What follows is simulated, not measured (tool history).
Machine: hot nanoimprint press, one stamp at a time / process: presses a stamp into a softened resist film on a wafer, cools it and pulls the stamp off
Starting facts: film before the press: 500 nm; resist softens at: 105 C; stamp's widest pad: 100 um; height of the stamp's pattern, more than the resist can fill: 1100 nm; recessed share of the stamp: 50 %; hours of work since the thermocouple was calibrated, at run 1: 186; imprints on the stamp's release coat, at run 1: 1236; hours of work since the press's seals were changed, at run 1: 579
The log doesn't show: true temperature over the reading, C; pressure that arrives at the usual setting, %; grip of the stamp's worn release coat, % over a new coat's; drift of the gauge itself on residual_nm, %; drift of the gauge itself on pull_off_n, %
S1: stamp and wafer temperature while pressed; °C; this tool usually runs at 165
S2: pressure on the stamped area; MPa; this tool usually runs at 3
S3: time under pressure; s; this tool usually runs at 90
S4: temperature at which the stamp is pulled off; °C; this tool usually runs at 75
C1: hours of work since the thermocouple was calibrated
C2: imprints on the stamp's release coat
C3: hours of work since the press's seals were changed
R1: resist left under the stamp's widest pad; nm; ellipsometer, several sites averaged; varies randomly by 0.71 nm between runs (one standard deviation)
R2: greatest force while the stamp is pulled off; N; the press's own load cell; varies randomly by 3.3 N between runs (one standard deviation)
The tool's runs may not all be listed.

run,hour,S1,S2,S3,S4,C1,C2,C3,R1,R2
1,0,165,3,90,75,186,1236,579,219.5,250
2,18.7,165,3,102,75,200,1342,593,211.3,246
3,35.2,165,3,102,75,213,1436,605,211.9,254
4,57.1,165,3,102,64,229,1561,622,211.4,311
# hour 71.1: stamp cleaned and given a new release coat
5,79.6,175,3,90,75,242,48,634,141.1,211
6,104.3,165,3,90,77,260,189,653,220.7,208
7,125.1,165,3,90,77,276,308,668,222.4,209
8,142.9,165,3,90,77,289,409,682,224.6,206
# hour 147.7: plate thermocouple calibrated
9,158.8,165,3,90,77,8,482,691,226.5,214
10,180.4,165,3,90,77,25,605,708,224.5,222
11,198,165,3.96,90,65,38,705,721,196.1,277
12,209.6,165,2.76,131,79,47,771,730,207,215
# hour 217.2: plate thermocouple calibrated, once more
13,223.5,165,2.76,131,79,5,833,738,198.8,209
14,241.3,162,2.56,100,79,18,934,751,261.5,214
15,259.1,162,2.13,137,79,32,1036,765,256.6,214
16,281,162,2.13,137,79,48,1161,781,259.5,222
17,294.9,159,2.26,88,69,58,1240,792,323.5,277
18,317,176,3,90,78,75,1365,808,134.7,236
19,338.5,176,4.34,90,65,91,1488,824,110.2,309

5 options for the next run, each taken on its own from the tool as it stands now. Forecast them:
A,355.5,173,2.92,101,75,104,1585,837,?,?
B,355.5,176,2.65,166,65,104,1585,837,?,?
C,355.5,165,3,117,75,104,1585,837,?,?
D,355.5,171,4.34,52,78,104,1585,837,?,?
E,355.5,176,4.34,90,68,104,1585,837,?,?

run,R1,R2
A,148.5,253
B,115,303
C,201.9,257
D,168.1,235
E,110.2,287
What these runs would have given with no unlogged condition in the tool:
run,R1,R2
A,143.1,206
B,111.2,246
C,194.9,208
D,159.1,191
E,104,232
